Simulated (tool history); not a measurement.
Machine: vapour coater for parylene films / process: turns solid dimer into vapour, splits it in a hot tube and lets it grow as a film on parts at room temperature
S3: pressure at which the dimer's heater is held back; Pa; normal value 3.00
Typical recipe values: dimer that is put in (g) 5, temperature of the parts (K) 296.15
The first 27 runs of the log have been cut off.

run 28 hour=1286.8 | dimer_that_is_put_in_(g)=3 temperature_of_the_parts_(K)=290.15 S3=9.03 | thickness_of_the_film_(µm)=1.57
-- hour=1356.7 trap's valve overhauled
run 29 hour=1356.7 | dimer_that_is_put_in_(g)=5 temperature_of_the_parts_(K)=303.15 S3=8.18 | thickness_of_the_film_(µm)=1.65
run 30 hour=1391.2 | dimer_that_is_put_in_(g)=5 temperature_of_the_parts_(K)=295.15 S3=3.00 | thickness_of_the_film_(µm)=2.69
run 31 hour=1422.7 | dimer_that_is_put_in_(g)=5 temperature_of_the_parts_(K)=293.15 S3=3.00 | thickness_of_the_film_(µm)=2.90
run 32 hour=1468.5 | dimer_that_is_put_in_(g)=6 temperature_of_the_parts_(K)=293.15 S3=3.08 | thickness_of_the_film_(µm)=3.45
run 33 hour=1500.5 | dimer_that_is_put_in_(g)=4 temperature_of_the_parts_(K)=297.15 S3=3.00 | thickness_of_the_film_(µm)=2.01
run 34 hour=1545.5 | dimer_that_is_put_in_(g)=4 temperature_of_the_parts_(K)=297.15 S3=3.00 | thickness_of_the_film_(µm)=2.03
run 35 hour=1611.9 | dimer_that_is_put_in_(g)=2 temperature_of_the_parts_(K)=301.15 S3=3.00 | thickness_of_the_film_(µm)=0.85
run 36 hour=1661.7 | dimer_that_is_put_in_(g)=5 temperature_of_the_parts_(K)=288.15 S3=10.52 | thickness_of_the_film_(µm)=2.71
run 37 hour=1703.4 | dimer_that_is_put_in_(g)=5 temperature_of_the_parts_(K)=288.15 S3=10.52 | thickness_of_the_film_(µm)=2.72

Alternative continuations, all from the tool just after run 37; predict every row:
run A hour=1746.4 | dimer_that_is_put_in_(g)=5 temperature_of_the_parts_(K)=290.15 S3=3.00 | thickness_of_the_film_(µm)=?
run B hour=1746.4 | dimer_that_is_put_in_(g)=6 temperature_of_the_parts_(K)=290.15 S3=3.00 | thickness_of_the_film_(µm)=?
run C hour=1746.4 | dimer_that_is_put_in_(g)=5 temperature_of_the_parts_(K)=292.15 S3=10.52 | thickness_of_the_film_(µm)=?

run=A thickness_of_the_film_(µm)=3.26
run=B thickness_of_the_film_(µm)=3.87
run=C thickness_of_the_film_(µm)=2.36
Without the tool's unlogged condition, the same runs would have read:
run=A thickness_of_the_film_(µm)=3.28
run=B thickness_of_the_film_(µm)=3.89
run=C thickness_of_the_film_(µm)=2.37

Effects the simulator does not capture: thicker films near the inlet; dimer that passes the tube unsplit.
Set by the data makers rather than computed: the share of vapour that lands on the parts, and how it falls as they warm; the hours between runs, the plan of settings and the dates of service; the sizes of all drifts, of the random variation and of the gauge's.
